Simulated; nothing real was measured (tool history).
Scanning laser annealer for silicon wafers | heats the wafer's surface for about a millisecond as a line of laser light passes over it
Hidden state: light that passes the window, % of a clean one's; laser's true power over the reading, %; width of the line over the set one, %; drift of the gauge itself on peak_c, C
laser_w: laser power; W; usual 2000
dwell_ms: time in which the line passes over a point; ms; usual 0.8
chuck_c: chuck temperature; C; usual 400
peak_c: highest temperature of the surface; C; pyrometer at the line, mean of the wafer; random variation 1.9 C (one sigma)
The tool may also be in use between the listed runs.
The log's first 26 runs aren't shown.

run	hour	laser_w	dwell_ms	chuck_c	hours of work since the window was cleaned	hours of work since the power meter was calibrated	hours of work since the optics were aligned	peak_c
27	516.9	1868	0.8	392	531	930	858	1139
28	538.7	2023	0.8	400	546	944	873	1234
29	559.1	2023	0.8	400	559	958	886	1230
30	585.8	2098	0.8	394	577	975	904	1266
31	603.6	2098	0.8	394	589	987	916	1271
32	617.3	2098	0.8	394	598	996	925	1269
33	644.7	2098	0.8	394	616	1015	943	1268
34	665.6	2098	0.8	394	630	1029	957	1268
35	684.6	2000	0.913	400	643	1041	970	1287

Run 36 comes next. What will it give?
36	703.5	2000	0.629	424	655	1054	983	?

peak_c: 1134 C
Without the tool's hidden state the same run would have given peak_c 1135 C.
